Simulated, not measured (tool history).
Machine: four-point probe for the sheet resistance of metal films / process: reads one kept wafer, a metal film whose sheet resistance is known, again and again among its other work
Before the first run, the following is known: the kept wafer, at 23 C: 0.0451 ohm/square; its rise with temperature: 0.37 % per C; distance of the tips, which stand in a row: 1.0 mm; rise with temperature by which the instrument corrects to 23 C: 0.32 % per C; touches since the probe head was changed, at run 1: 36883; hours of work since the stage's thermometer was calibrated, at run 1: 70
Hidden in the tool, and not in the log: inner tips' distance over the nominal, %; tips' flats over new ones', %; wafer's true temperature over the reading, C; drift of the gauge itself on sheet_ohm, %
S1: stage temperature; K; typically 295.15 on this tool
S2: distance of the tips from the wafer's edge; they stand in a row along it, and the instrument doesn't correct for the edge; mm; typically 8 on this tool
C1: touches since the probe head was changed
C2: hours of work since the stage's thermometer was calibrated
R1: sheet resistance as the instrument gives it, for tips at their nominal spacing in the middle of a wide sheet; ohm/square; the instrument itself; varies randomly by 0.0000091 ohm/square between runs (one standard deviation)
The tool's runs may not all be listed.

| run | hour | S1 | S2 | C1 | C2 | R1 |
|---|---|---|---|---|---|---|
| 1 | 0.0 | 295.15 | 8 | 36883 | 70 | 0.045150 |
| 2 | 10.1 | 304.15 | 8 | 37305 | 76 | 0.045342 |
| 3 | 31.3 | 304.15 | 8 | 38183 | 87 | 0.045340 |
| 4 | 53.7 | 304.15 | 8 | 39116 | 99 | 0.045323 |
| 5 | 72.4 | 295.15 | 8 | 39893 | 109 | 0.045132 |
| 6 | 87.6 | 307.15 | 8 | 40524 | 118 | 0.045393 |
| 7 | 109.7 | 295.15 | 8 | 41443 | 130 | 0.045140 |
| 8 | 133.3 | 295.15 | 8 | 42423 | 142 | 0.045110 |
| 9 | 146.2 | 295.15 | 15 | 42958 | 149 | 0.044852 |
| 10 | 157.5 | 295.15 | 15 | 43429 | 155 | 0.044852 |
| 11 | 181.0 | 295.15 | 15 | 44408 | 168 | 0.044836 |
| 12 | 196.4 | 307.15 | 9 | 45048 | 176 | 0.045291 |
| 13 | 212.4 | 301.15 | 45 | 45712 | 185 | 0.044869 |
| 14 | 222.5 | 300.15 | 21 | 46130 | 190 | 0.044897 |
| 15 | 242.0 | 304.15 | 14 | 46940 | 201 | 0.045007 |
| 16 | 261.4 | 304.15 | 14 | 47746 | 211 | 0.045029 |
| 17 | 284.1 | 291.15 | 64 | 48691 | 224 | 0.044631 |
| 18 | 302.1 | 296.15 | 68 | 49438 | 233 | 0.044725 |
| 19 | 321.7 | 302.15 | 4 | 50255 | 244 | 0.046331 |
| 20 | 341.7 | 299.15 | 22 | 51084 | 255 | 0.044814 |
| 21 | 364.8 | 293.15 | 6 | 52047 | 267 | 0.045287 |

5 options for the next run, each taken on its own from the tool as it stands now. Forecast them:
| A | 384.6 | 296.15 | 6 | 52869 | 278 | ? |
| B | 384.6 | 295.15 | 66 | 52869 | 278 | ? |
| C | 384.6 | 292.15 | 44 | 52869 | 278 | ? |
| D | 384.6 | 295.15 | 8 | 52869 | 278 | ? |
| E | 384.6 | 294.15 | 63 | 52869 | 278 | ? |

| run | R1 |
|---|---|
| A | 0.045363 |
| B | 0.044689 |
| C | 0.044631 |
| D | 0.045051 |
| E | 0.044671 |
The same runs, with their run-to-run variation unchanged, on a tool lacking any hidden condition would have given:
| run | R1 |
|---|---|
| A | 0.045763 |
| B | 0.045084 |
| C | 0.045026 |
| D | 0.045449 |
| E | 0.045066 |
